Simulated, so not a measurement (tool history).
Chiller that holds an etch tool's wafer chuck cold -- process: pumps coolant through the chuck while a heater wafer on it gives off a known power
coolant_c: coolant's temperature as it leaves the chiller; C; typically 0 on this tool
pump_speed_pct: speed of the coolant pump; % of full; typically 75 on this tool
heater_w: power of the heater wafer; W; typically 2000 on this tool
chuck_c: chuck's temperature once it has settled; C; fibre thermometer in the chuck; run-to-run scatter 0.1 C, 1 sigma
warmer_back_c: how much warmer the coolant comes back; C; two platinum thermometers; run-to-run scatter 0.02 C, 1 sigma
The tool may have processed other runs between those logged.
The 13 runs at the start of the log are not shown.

run,hour,coolant_c,pump_speed_pct,heater_w,chuck_c,warmer_back_c
14,987.9,-8,75,2000,15.3,6.37
15,1035.9,0,63,2000,26.1,7.59
16,1126.6,0,63,2000,26.3,7.58
17,1174.9,0,75,2034,23.9,6.48
18,1275.5,0,75,2034,24.0,6.49
19,1357.9,3,77,1650,22.4,5.14
20,1417.2,-1,93,1301,12.4,3.35
21,1510.8,-5,66,1301,12.1,4.73
22,1580.8,2,75,2000,25.8,6.40
23,1678.5,0,62,2000,27.1,7.79
24,1762.7,0,62,2000,27.0,7.80
25,1840.3,0,62,2000,27.2,7.75
26,1922.0,0,62,2000,27.2,7.76
27,2017.4,3,67,2000,28.9,7.26
28,2085.2,0,96,2000,20.6,4.97
29,2153.2,2,73,1064,15.1,3.55
30,2236.3,4,81,2266,30.4,6.76
31,2320.6,4,81,2266,30.4,6.76
# hour 2420.7: chiller's thermometer calibrated
32,2420.7,6,89,1435,21.6,3.90

Run 33 is up next; what results do you expect?
33,2468.3,0,63,2846,?,?

{"run 33": {"chuck_c": 38.5, "warmer_back_c": 10.9}}
If the tool had no hidden condition, the same run with the same run-to-run variation would have returned chuck_c 32.6 C, warmer_back_c 10.32 C.
